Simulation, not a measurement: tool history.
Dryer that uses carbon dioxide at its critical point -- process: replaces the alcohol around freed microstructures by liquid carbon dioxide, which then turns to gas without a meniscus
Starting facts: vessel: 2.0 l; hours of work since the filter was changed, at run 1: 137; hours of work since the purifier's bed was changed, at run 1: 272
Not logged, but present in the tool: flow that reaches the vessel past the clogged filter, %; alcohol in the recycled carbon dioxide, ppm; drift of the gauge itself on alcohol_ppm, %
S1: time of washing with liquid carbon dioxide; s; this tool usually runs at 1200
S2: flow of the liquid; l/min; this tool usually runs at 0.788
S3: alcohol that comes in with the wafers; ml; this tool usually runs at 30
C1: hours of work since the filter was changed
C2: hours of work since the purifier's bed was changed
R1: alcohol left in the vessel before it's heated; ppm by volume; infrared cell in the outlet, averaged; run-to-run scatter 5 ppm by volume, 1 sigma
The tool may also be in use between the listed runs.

run,hour,S1,S2,S3,C1,C2,R1
1,0,1200,0.788,30,137,272,43
2,38.8,1200,0.788,77,160,296,50
3,72,1200,0.788,77,180,316,54
4,117,1200,0.641,30,208,343,83
5,172,1200,0.641,30,241,377,78
6,225.3,1200,0.788,30,273,409,69
7,285.6,780,0.788,30,310,445,172
8,314,1200,0.673,30,327,463,85
9,365.1,1200,0.673,30,358,494,84
10,422.9,1200,0.788,30,393,529,80
# hour 471.2: purifier's bed changed
11,471.2,900,0.788,30,421,0,75
12,535.7,1200,0.788,30,460,39,30
13,575.9,1200,0.788,30,484,63,19
14,618.3,1200,0.788,93,510,89,45
15,657.8,1200,0.788,93,534,113,52
16,710,1200,0.788,22,565,145,31
17,740.5,1260,0.788,30,584,163,29
# hour 764.2: inlet filter changed
18,804.5,1260,0.788,30,24,201,38
19,856.1,1200,0.788,30,56,233,28
20,904.5,1200,0.788,27,85,262,43
21,935.7,1200,0.788,27,104,281,36
22,1000.1,1200,0.788,30,143,320,44
23,1066.9,1200,0.788,30,183,360,59
24,1113.6,1200,0.788,30,212,389,52
25,1157.4,1200,0.788,30,238,415,67
26,1218.3,1440,0.786,26,275,452,61
27,1269.3,1620,1.285,52,306,483,59
28,1308.3,1620,1.285,52,330,507,56
29,1365.5,1560,1.083,95,364,541,59
# hour 1392.2: purifier's bed changed
30,1410.8,1200,0.856,102,390,11,23
31,1447.1,720,0.788,56,412,33,387
32,1475.8,720,0.788,56,429,51,372
33,1523.3,720,0.788,56,458,79,388
34,1561.2,780,0.788,56,481,102,291
35,1623.9,780,0.788,56,519,140,298
36,1666.3,1440,0.788,56,545,166,24
37,1713.9,1560,0.485,29,574,195,82
# hour 1754.9: inlet filter changed
38,1763.6,1200,0.674,79,5,225,83
39,1816.9,1200,0.88,30,38,257,34
40,1864.7,1020,0.786,24,67,286,51
41,1907.7,1440,1.205,46,93,312,44
42,1958,720,0.788,56,123,342,342
43,1997.5,720,0.577,51,147,366,1001
44,2057.8,720,0.552,21,184,403,505
45,2119.7,1200,0.956,36,221,440,55
46,2160.3,1200,1.038,30,246,465,51

A few steps of R1 between consecutive runs. Split each: what settings, incoming material and random variation would produce without the hidden state, and what is left over for the hidden state, along with gauge scatter present in only one of the two compared results (measured, and without hidden state):
Run 30 -> 31: S1 1200 -> 720, S2 0.856 -> 0.788, S3 102 -> 56. R1 +364 ppm by volume: hidden state +102, all else +262.
Run 35 -> 36: S1 780 -> 1440. R1 -274 ppm by volume: hidden state -99, all else -175.
Run 42 -> 43: S2 0.788 -> 0.577, S3 56 -> 51. R1 +659 ppm by volume: hidden state +68, all else +591.
Run 43 -> 44: S2 0.577 -> 0.552, S3 51 -> 21. R1 -496 ppm by volume: hidden state -45, all else -451.
Run 44 -> 45: S1 720 -> 1200, S2 0.552 -> 0.956, S3 21 -> 36. R1 -450 ppm by volume: hidden state -51, all else -399.

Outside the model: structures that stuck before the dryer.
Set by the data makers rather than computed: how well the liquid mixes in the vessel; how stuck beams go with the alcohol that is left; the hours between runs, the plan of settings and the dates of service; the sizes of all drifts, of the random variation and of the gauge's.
